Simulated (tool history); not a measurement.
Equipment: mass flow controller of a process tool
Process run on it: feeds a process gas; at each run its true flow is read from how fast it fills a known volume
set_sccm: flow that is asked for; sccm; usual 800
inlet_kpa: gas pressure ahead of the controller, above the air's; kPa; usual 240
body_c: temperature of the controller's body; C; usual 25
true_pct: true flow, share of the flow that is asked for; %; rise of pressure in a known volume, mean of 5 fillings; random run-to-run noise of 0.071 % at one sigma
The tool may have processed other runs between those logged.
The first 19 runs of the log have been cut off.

run    hour  set_sccm  inlet_kpa  body_c  true_pct
 20    1226       800        234      25     99.65
 21  1295.1       800        240      25     99.54
 22  1371.8       130        194      24     99.32
 23  1417.4       624        170      31     99.35
 24  1498.7       374        255      25     99.14
 25  1538.6       374        255      25     99.19
 26  1600.1       374        255      25     99.07
 27  1654.6       374        255      25     99.11
 28    1726       800        172      22    100.09
 29  1802.3       800        195      22     99.77
 30  1845.4       134        201      33     98.36
 31  1917.9       126        240      25     98.77
 32    1998       429        261      25     99.16
 33  2041.6       499        157      25      99.6
 34  2113.8       626        278      25     99.06
 35  2183.9       633        151      25     99.85
 36  2268.1       800        146      26     99.76
 37  2323.8       800        182      38     98.61
 38  2361.1       800        182      38     98.63
 39  2438.9       800        182      38     98.74
 40  2491.7       800        182      38     98.74
 41  2570.3       202        156      31     98.84

Consider 3 possible next runs. They are alternatives, not a sequence: every one starts from the tool as it was left by run 41. What does each give?
  A  2639.6       800        203      25         ?
  B  2639.6       141        156      27         ?
  C  2639.6       635        181      30         ?

run  true_pct
  A     99.45
  B     98.66
  C     99.13
Without the tool's unlogged condition, the same runs would have read:
run  true_pct
  A     99.85
  B     99.66
  C     99.56

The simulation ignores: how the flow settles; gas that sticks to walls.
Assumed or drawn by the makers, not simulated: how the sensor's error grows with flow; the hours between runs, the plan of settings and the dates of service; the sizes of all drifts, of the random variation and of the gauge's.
